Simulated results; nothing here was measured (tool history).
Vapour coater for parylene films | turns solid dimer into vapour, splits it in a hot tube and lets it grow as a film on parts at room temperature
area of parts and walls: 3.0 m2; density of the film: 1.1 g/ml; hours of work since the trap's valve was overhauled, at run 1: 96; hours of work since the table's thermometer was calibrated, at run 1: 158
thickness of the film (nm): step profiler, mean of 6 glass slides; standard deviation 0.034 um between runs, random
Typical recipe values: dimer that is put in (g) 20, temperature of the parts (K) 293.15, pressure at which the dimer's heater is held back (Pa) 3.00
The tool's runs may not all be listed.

| run | hour | dimer that is put in (g) | temperature of the parts (K) | pressure at which the dimer's heater is held back (Pa) | hours of work since the trap's valve was overhauled | hours of work since the table's thermometer was calibrated | thickness of the film (nm) |
|---|---|---|---|---|---|---|---|
| 1 | 0.0 | 20 | 293.15 | 3.00 | 96 | 158 | 3290 |
| 2 | 33.5 | 20 | 293.15 | 3.00 | 124 | 186 | 3280 |
| 3 | 77.1 | 11 | 293.15 | 3.00 | 161 | 223 | 1830 |
| 4 | 114.7 | 11 | 293.15 | 3.00 | 193 | 255 | 1750 |
| 5 | 153.4 | 11 | 293.15 | 3.00 | 225 | 287 | 1720 |
| 6 | 184.1 | 11 | 293.15 | 3.00 | 251 | 313 | 1730 |
| 7 | 219.2 | 11 | 293.15 | 3.00 | 281 | 343 | 1710 |
| 8 | 249.8 | 20 | 293.15 | 3.00 | 307 | 369 | 3080 |
| 9 | 275.5 | 20 | 293.15 | 3.00 | 328 | 390 | 3090 |
| 10 | 300.0 | 10 | 300.15 | 6.35 | 349 | 411 | 1240 |
| 11 | 325.3 | 9 | 300.15 | 6.35 | 371 | 433 | 1110 |
|  | 365.1 | trap's valve overhauled |
| 12 | 374.8 | 9 | 300.15 | 6.35 | 8 | 471 | 1280 |
| 13 | 413.6 | 14 | 296.15 | 10.40 | 41 | 504 | 2030 |
| 14 | 469.3 | 14 | 296.15 | 10.40 | 88 | 551 | 2000 |
| 15 | 522.2 | 14 | 295.15 | 2.32 | 133 | 596 | 2210 |
| 16 | 566.8 | 14 | 295.15 | 2.32 | 170 | 633 | 2220 |
| 17 | 602.0 | 14 | 295.15 | 2.32 | 200 | 663 | 2190 |

Here are 4 independent what-if runs from the current tool condition. What would each one return?
| A | 625.2 | 20 | 295.15 | 3.00 | 220 | 683 | ? |
| B | 625.2 | 34 | 305.15 | 10.79 | 220 | 683 | ? |
| C | 625.2 | 20 | 294.15 | 3.00 | 220 | 683 | ? |
| D | 625.2 | 33 | 298.15 | 2.03 | 220 | 683 | ? |

| run | thickness of the film (nm) |
|---|---|
| A | 2960 |
| B | 3880 |
| C | 3100 |
| D | 4920 |
With the hidden condition removed and each run's random variation left untouched, the same runs would have given:
| run | thickness of the film (nm) |
|---|---|
| A | 3240 |
| B | 4250 |
| C | 3400 |
| D | 5380 |
